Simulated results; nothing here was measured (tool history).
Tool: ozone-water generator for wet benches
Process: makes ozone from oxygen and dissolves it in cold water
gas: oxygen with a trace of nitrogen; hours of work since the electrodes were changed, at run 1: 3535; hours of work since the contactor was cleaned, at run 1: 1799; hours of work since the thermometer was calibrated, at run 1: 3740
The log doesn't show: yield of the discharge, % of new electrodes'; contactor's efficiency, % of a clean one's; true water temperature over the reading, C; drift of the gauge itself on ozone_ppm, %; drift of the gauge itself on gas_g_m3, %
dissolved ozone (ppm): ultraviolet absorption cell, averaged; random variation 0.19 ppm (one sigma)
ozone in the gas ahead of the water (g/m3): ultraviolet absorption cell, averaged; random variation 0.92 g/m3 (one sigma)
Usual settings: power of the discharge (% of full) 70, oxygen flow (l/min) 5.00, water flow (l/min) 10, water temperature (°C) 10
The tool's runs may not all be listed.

run    hour  power of the discharge (% of full)  oxygen flow (l/min)  water flow (l/min)  water temperature (°C)  hours of work since the electrodes were changed  hours of work since the contactor was cleaned  hours of work since the thermometer was calibrated  dissolved ozone (ppm)  ozone in the gas ahead of the water (g/m3)
  1     0.0                                  70                 5.00                  10                      10                                             3535                                           1799                                                3740                   27.2                                       153.2
  2   118.4                                  70                 5.00                  10                      10                                             3610                                           1874                                                3816                   27.4                                       152.6
  3   265.9                                  70                 5.00                  10                      10                                             3705                                           1969                                                3910                   27.5                                       152.5
  4   376.7                                  73                 5.00                  10                      10                                             3775                                           2039                                                3981                   28.2                                       158.8
  5   566.6                                  73                 5.00                  10                      10                                             3897                                           2161                                                4102                   28.1                                       156.5
  6   682.1                                  73                 5.00                  10                      10                                             3971                                           2234                                                4176                   28.0                                       158.0
  7   869.5                                  73                 5.00                  10                      10                                             4090                                           2354                                                4296                   27.7                                       154.7
  8  1040.4                                  73                 5.00                  10                      10                                             4200                                           2463                                                4405                   28.2                                       154.5
  9  1204.1                                  70                 5.00                  10                      10                                             4304                                           2568                                                4510                   27.6                                       153.4
     1328.8  -- water thermometer calibrated
 10  1328.8                                  70                 5.00                  10                      10                                             4384                                           2648                                                   0                   27.0                                       150.1
 11  1532.5                                  70                 5.00                  10                      10                                             4514                                           2778                                                 130                   27.1                                       151.1
 12  1624.9                                  70                 5.00                  16                      10                                             4573                                           2837                                                 189                   18.2                                       151.5
 13  1732.4                                  70                 5.00                  16                      10                                             4642                                           2905                                                 258                   17.9                                       149.9
 14  1938.7                                  70                 5.00                  16                      13                                             4773                                           3037                                                 390                   17.3                                       150.6
 15  2044.0                                  70                 5.00                  16                      13                                             4841                                           3105                                                 457                   17.1                                       150.3
 16  2217.9                                  70                 5.00                  16                      10                                             4952                                           3216                                                 568                   18.0                                       149.1
 17  2428.1                                  70                 5.00                  16                      10                                             5086                                           3350                                                 703                   18.0                                       148.7
 18  2517.3                                  70                 5.00                  16                      10                                             5143                                           3407                                                 760                   17.6                                       150.0
     2600.5  -- gauge calibrated
 19  2712.9                                  70                 5.00                  16                      10                                             5268                                           3532                                                 885                   18.0                                       153.6
 20  2900.1                                  70                 4.98                  10                      17                                             5388                                           3652                                                1004                   24.0                                       152.9
 21  3035.5                                  70                 4.98                  10                      17                                             5474                                           3738                                                1091                   23.9                                       154.5
 22  3219.7                                  70                 4.98                  10                      17                                             5592                                           3856                                                1208                   24.1                                       151.7
 23  3358.5                                  70                 8.31                  10                      17                                             5681                                           3945                                                1297                   23.6                                       125.2
 24  3504.1                                  82                 7.95                   8                       9                                             5774                                           4038                                                1390                   36.6                                       144.3
 25  3599.7                                  79                 7.57                  11                      11                                             5835                                           4099                                                1451                   28.2                                       143.7
 26  3758.1                                  79                 7.57                  11                      11                                             5936                                           4200                                                1553                   27.7                                       143.8
 27  3904.4                                  79                 7.57                  11                      11                                             6030                                           4294                                                1646                   27.7                                       143.2
 28  4112.9                                  79                 7.57                  11                      11                                             6163                                           4427                                                1779                   28.1                                       140.9

3 ways to go on from here, each from the tool as it stands after run 28. What would each give?
  A  4260.4                                  60                 3.48                   7                      10                                             6257                                           4521                                                1874                      ?                                           ?
  B  4260.4                                  79                 7.57                  11                       9                                             6257                                           4521                                                1874                      ?                                           ?
  C  4260.4                                  48                 2.79                  13                      11                                             6257                                           4521                                                1874                      ?                                           ?

run  dissolved ozone (ppm)  ozone in the gas ahead of the water (g/m3)
  A                   30.6                                       153.8
  B                   28.4                                       141.8
  C                   14.4                                       140.2
Without the tool's hidden state the same runs would have given:
run  dissolved ozone (ppm)  ozone in the gas ahead of the water (g/m3)
  A                   30.6                                       157.0
  B                   28.5                                       144.9
  C                   14.5                                       143.1
